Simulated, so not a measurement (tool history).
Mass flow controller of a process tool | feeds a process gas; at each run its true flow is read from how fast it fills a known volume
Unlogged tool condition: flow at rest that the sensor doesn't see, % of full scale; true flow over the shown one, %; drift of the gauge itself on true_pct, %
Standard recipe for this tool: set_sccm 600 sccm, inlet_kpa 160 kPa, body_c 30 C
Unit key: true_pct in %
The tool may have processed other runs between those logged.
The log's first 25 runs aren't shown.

| run | hour | set_sccm | inlet_kpa | body_c | hours of work since the controller was set to zero | hours of work since the controller was changed | true_pct |
|---|---|---|---|---|---|---|---|
| 26 | 2679.2 | 719 | 207 | 39 | 4109 | 4109 | 100.07 |
| 27 | 2771.4 | 719 | 207 | 39 | 4168 | 4168 | 99.88 |
|  | 2798.3 | controller's zero set anew |
| 28 | 2922.6 | 169 | 160 | 30 | 79 | 4263 | 97.58 |
| 29 | 3062.1 | 169 | 160 | 30 | 167 | 4352 | 97.60 |
| 30 | 3208.1 | 500 | 278 | 32 | 260 | 4444 | 98.49 |
| 31 | 3357.1 | 500 | 278 | 32 | 354 | 4539 | 98.34 |
| 32 | 3440.0 | 500 | 278 | 32 | 407 | 4591 | 98.38 |
| 33 | 3587.6 | 600 | 173 | 40 | 500 | 4685 | 99.54 |
| 34 | 3715.4 | 600 | 173 | 40 | 581 | 4766 | 99.70 |
| 35 | 3791.2 | 600 | 239 | 36 | 629 | 4814 | 99.10 |
| 36 | 3873.7 | 600 | 174 | 30 | 682 | 4866 | 99.06 |
| 37 | 4024.3 | 137 | 277 | 31 | 777 | 4961 | 97.02 |
| 38 | 4181.5 | 307 | 216 | 36 | 877 | 5061 | 98.08 |
| 39 | 4326.5 | 458 | 160 | 24 | 969 | 5153 | 98.16 |
| 40 | 4454.3 | 458 | 160 | 24 | 1050 | 5234 | 98.14 |
| 41 | 4553.5 | 458 | 160 | 24 | 1112 | 5297 | 98.20 |
| 42 | 4635.5 | 458 | 220 | 29 | 1164 | 5349 | 98.30 |
| 43 | 4791.8 | 606 | 165 | 25 | 1264 | 5448 | 98.71 |
| 44 | 4869.5 | 243 | 163 | 20 | 1313 | 5497 | 97.19 |
| 45 | 5025.1 | 243 | 163 | 20 | 1411 | 5596 | 97.27 |
| 46 | 5155.1 | 243 | 163 | 20 | 1494 | 5678 | 97.15 |
| 47 | 5315.8 | 182 | 199 | 33 | 1596 | 5780 | 97.73 |

Consider 4 possible next runs. They are alternatives, not a sequence: every one starts from the tool as it was left by run 47. What does each give?
| A | 5461.9 | 182 | 236 | 33 | 1688 | 5873 | ? |
| B | 5461.9 | 182 | 199 | 33 | 1688 | 5873 | ? |
| C | 5461.9 | 431 | 199 | 33 | 1688 | 5873 | ? |
| D | 5461.9 | 182 | 193 | 31 | 1688 | 5873 | ? |

| run | true_pct |
|---|---|
| A | 97.55 |
| B | 97.66 |
| C | 98.52 |
| D | 97.62 |
Take away the tool's hidden state, keep each run's random variation, and the runs would have read:
| run | true_pct |
|---|---|
| A | 97.57 |
| B | 97.69 |
| C | 98.54 |
| D | 97.64 |
